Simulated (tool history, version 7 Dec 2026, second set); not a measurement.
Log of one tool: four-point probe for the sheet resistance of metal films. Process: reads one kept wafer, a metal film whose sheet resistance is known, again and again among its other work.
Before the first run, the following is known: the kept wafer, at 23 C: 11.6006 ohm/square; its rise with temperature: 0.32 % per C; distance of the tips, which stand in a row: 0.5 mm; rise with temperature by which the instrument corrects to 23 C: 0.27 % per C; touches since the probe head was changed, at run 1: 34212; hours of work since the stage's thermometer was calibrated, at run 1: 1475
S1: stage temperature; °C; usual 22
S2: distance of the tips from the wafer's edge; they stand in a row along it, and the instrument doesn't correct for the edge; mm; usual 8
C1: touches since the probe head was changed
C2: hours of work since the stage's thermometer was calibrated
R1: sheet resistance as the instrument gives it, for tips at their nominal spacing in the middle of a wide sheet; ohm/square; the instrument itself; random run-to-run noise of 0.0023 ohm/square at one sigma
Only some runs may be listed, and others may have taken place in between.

| run | hour | S1 | S2 | C1 | C2 | R1 |
|---|---|---|---|---|---|---|
| 1 | 0.0 | 22 | 8 | 34212 | 1475 | 11.572381 |
| 2 | 53.6 | 24 | 8 | 35486 | 1516 | 11.585141 |
| 3 | 82.8 | 27 | 8 | 36179 | 1539 | 11.604804 |
| 4 | 134.5 | 27 | 8 | 37408 | 1579 | 11.607166 |
| 5 | 167.7 | 19 | 8 | 38198 | 1604 | 11.549446 |
| 6 | 222.7 | 19 | 8 | 39504 | 1647 | 11.545646 |
| 7 | 277.8 | 19 | 8 | 40813 | 1690 | 11.550181 |
| 8 | 324.3 | 19 | 8 | 41918 | 1726 | 11.547236 |
| 9 | 387.0 | 22 | 66 | 43407 | 1774 | 11.536250 |
| 10 | 443.4 | 22 | 66 | 44749 | 1818 | 11.538704 |
| 11 | 509.4 | 24 | 6 | 46317 | 1869 | 11.590634 |
| 12 | 562.5 | 24 | 6 | 47579 | 1910 | 11.591794 |
| 13 | 624.9 | 19 | 35 | 49061 | 1958 | 11.513258 |
| 14 | 664.9 | 31 | 27 | 50013 | 1989 | 11.594755 |
| 15 | 721.4 | 26 | 8 | 51356 | 2033 | 11.581623 |
| 16 | 749.9 | 26 | 8 | 52033 | 2055 | 11.580543 |

Predict each of these 4 candidate next runs independently; none follows another, all start after run 16:
| A | 801.1 | 27 | 12 | 53248 | 2095 | ? |
| B | 801.1 | 25 | 46 | 53248 | 2095 | ? |
| C | 801.1 | 22 | 49 | 53248 | 2095 | ? |
| D | 801.1 | 26 | 54 | 53248 | 2095 | ? |

| run | R1 |
|---|---|
| A | 11.571832 |
| B | 11.550709 |
| C | 11.532258 |
| D | 11.557910 |
With no hidden state in the tool, these same runs would have given:
| run | R1 |
|---|---|
| A | 11.635979 |
| B | 11.614666 |
| C | 11.595995 |
| D | 11.621945 |

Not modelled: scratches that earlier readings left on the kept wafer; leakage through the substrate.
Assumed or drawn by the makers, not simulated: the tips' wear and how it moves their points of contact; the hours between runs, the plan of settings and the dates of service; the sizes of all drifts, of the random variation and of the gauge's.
